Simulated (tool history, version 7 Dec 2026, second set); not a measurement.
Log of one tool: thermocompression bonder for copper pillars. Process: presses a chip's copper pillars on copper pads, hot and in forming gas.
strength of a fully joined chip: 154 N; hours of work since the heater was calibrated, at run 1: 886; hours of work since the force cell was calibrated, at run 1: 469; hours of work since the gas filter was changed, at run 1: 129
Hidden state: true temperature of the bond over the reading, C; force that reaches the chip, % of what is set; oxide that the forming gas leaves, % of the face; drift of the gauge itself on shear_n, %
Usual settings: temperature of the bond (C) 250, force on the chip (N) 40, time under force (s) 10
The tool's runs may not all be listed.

run,hour,temperature of the bond (C),force on the chip (N),time under force (s),hours of work since the heater was calibrated,hours of work since the force cell was calibrated,hours of work since the gas filter was changed,force that shears a chip off (N)
1,0,250,40,10,886,469,129,100.5
# hour 18: forming gas filter changed
2,40.1,250,40,27,916,499,17,125.5
3,76.8,250,40,27,944,527,45,126
4,115.3,250,51,27,973,557,74,135.7
5,145.4,250,51,27,996,580,97,133.8
6,177.7,250,51,27,1021,604,122,134
# hour 205.7: forming gas filter changed
7,210.7,232,40,10,1046,629,4,78.1
8,241.7,267,37,7,1069,653,27,106.6
9,285.9,250,28,10,1103,687,61,85.3
10,308.8,271,43,10,1121,704,79,126.5
11,352.4,259,43,8,1154,737,112,108.8
# hour 391.4: forming gas filter changed
12,392.7,259,43,8,1184,768,1,109.3
13,421.8,227,47,18,1207,790,23,94.3
14,448.4,273,27,9,1227,810,44,107.5

3 ways to go on from here, each from the tool as it stands after run 14. What would each give?
A,493.4,273,30,13,1261,845,78,?
B,493.4,227,31,10,1261,845,78,?
C,493.4,250,40,10,1261,845,78,?

run,force that shears a chip off (N)
A,123
B,63.1
C,101.4
Without the tool's hidden state the same runs would have given:
run,force that shears a chip off (N)
A,122.9
B,62.9
C,101.2
